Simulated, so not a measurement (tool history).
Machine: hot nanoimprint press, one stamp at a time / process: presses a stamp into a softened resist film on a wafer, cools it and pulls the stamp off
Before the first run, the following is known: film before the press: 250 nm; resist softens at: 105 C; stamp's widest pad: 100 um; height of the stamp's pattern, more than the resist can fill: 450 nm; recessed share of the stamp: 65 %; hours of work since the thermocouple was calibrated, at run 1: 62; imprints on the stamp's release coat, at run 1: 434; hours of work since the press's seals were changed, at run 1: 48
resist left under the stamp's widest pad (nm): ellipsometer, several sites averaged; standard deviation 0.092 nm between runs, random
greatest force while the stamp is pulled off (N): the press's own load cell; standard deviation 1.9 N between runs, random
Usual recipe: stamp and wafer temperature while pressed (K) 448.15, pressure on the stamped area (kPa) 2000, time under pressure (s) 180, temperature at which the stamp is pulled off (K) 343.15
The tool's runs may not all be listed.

| run | hour | stamp and wafer temperature while pressed (K) | pressure on the stamped area (kPa) | time under pressure (s) | temperature at which the stamp is pulled off (K) | hours of work since the thermocouple was calibrated | imprints on the stamp's release coat | hours of work since the press's seals were changed | resist left under the stamp's widest pad (nm) | greatest force while the stamp is pulled off (N) |
|---|---|---|---|---|---|---|---|---|---|---|
| 1 | 0 | 448.15 | 2000 | 180 | 343.15 | 62 | 434 | 48 | 90.44 | 138 |
| 2 | 19.3 | 448.15 | 2000 | 200 | 343.15 | 72 | 503 | 58 | 87.08 | 139 |
| 3 | 32.7 | 448.15 | 2000 | 180 | 343.15 | 79 | 551 | 65 | 90.36 | 140 |
| 4 | 48.4 | 448.15 | 2000 | 180 | 343.15 | 87 | 607 | 73 | 90.39 | 141 |
| 5 | 67.4 | 448.15 | 2000 | 335 | 343.15 | 96 | 675 | 82 | 71.98 | 142 |
| 6 | 80.8 | 448.15 | 2000 | 335 | 333.15 | 103 | 722 | 89 | 72.12 | 160 |
| 7 | 97.2 | 448.15 | 2000 | 335 | 333.15 | 111 | 781 | 97 | 71.94 | 165 |
| 8 | 112.6 | 449.15 | 2000 | 335 | 333.15 | 119 | 836 | 105 | 69.46 | 164 |
| 9 | 132.4 | 449.15 | 2000 | 335 | 333.15 | 129 | 906 | 115 | 69.45 | 167 |
| 10 | 143.2 | 449.15 | 2000 | 335 | 333.15 | 135 | 945 | 121 | 69.34 | 169 |
| 11 | 153.2 | 449.15 | 2810 | 134 | 331.15 | 140 | 981 | 126 | 79.81 | 172 |
| 12 | 170.4 | 449.15 | 1510 | 134 | 350.15 | 149 | 1042 | 135 | 112.75 | 130 |

Subtracting, for every run, the result it would have given without the tool's unlogged condition from the measured result gives the following. The same run-to-run variation enters both numbers; the gauge's scatter may not:
The hidden state here: true temperature over the reading, C; pressure that arrives at the usual setting, %; grip of the stamp's worn release coat, % over a new coat's; drift of the gauge itself on residual_nm, %; drift of the gauge itself on pull_off_n, %.
| run | resist left under the stamp's widest pad (nm) | greatest force while the stamp is pulled off (N) |
|---|---|---|
| 1 | -0.13 | +8 |
| 2 | -0.15 | +9 |
| 3 | -0.18 | +10 |
| 4 | -0.2 | +11 |
| 5 | -0.19 | +12 |
| 6 | -0.21 | +14 |
| 7 | -0.23 | +16 |
| 8 | -0.24 | +16 |
| 9 | -0.26 | +18 |
| 10 | -0.27 | +19 |
| 11 | -0.13 | +20 |
| 12 | -0.58 | +16 |
